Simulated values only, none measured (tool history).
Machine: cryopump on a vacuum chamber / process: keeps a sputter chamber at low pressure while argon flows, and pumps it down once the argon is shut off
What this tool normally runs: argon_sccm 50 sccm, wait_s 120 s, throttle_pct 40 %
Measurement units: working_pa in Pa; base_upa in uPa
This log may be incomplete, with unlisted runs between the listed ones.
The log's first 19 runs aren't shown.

run    hour  argon_sccm  wait_s  throttle_pct  hours of work since the pump was warmed up and emptied  hours of work since the cold head was overhauled  hours of work since the chamber's fittings were tightened  working_pa  base_upa
 20   749.9          38     120            26                                                     338                                              1616                                                       1292      0.1404      0.53
 21   786.1          60      26            24                                                     367                                              1646                                                       1321      0.2402      1.28
 22   823.1          84     122            24                                                     397                                              1676                                                       1351      0.3376      0.56
 23     850          84     123            32                                                     419                                              1698                                                       1373       0.255      0.56
 24   882.3          50     104            15                                                     446                                              1724                                                       1399      0.3211      0.56
 25     925          50      63            24                                                     480                                              1759                                                       1434       0.201      0.74
 26   974.4          30      98            15                                                     521                                              1799                                                       1474      0.1921      0.62
 27    1014          30      98            15                                                     553                                              1831                                                       1506      0.1921      0.65
 28  1051.6          50     105            40                                                     583                                              1862                                                       1537      0.1241      0.61
 29  1100.2          66     223            40                                                     623                                              1901                                                       1577       0.165       0.5
     1124.9  -- pump warmed up, emptied and cooled again
 30  1130.4          66      21            32                                                       4                                              1922                                                       1597      0.1948      1.48
 31  1152.5          50     120            21                                                      22                                              1940                                                       1615      0.2253      0.55
 32  1181.4          50     120            21                                                      46                                              1963                                                       1639      0.2251      0.55
     1217.7  -- leaking fittings of the chamber tightened, without venting
 33  1233.9          50     120            21                                                      87                                              2004                                                         13      0.2274       0.4
 34  1284.3          55      96            27                                                     128                                              2045                                                         54      0.1941      0.46

Predict each of these 3 candidate next runs independently; none follows another, all start after run 34:
  A  1331.1          64     120            19                                                     166                                              2083                                                         92           ?         ?
  B  1331.1          36      64            33                                                     166                                              2083                                                         92           ?         ?
  C  1331.1          23     286            49                                                     166                                              2083                                                         92           ?         ?

run  working_pa  base_upa
  A      0.3207      0.38
  B      0.1049      0.57
  C      0.0452      0.29
Stripped of hidden state, with their random variation kept, the same runs would have yielded:
run  working_pa  base_upa
  A      0.3175      0.35
  B      0.1031      0.54
  C      0.0441      0.26
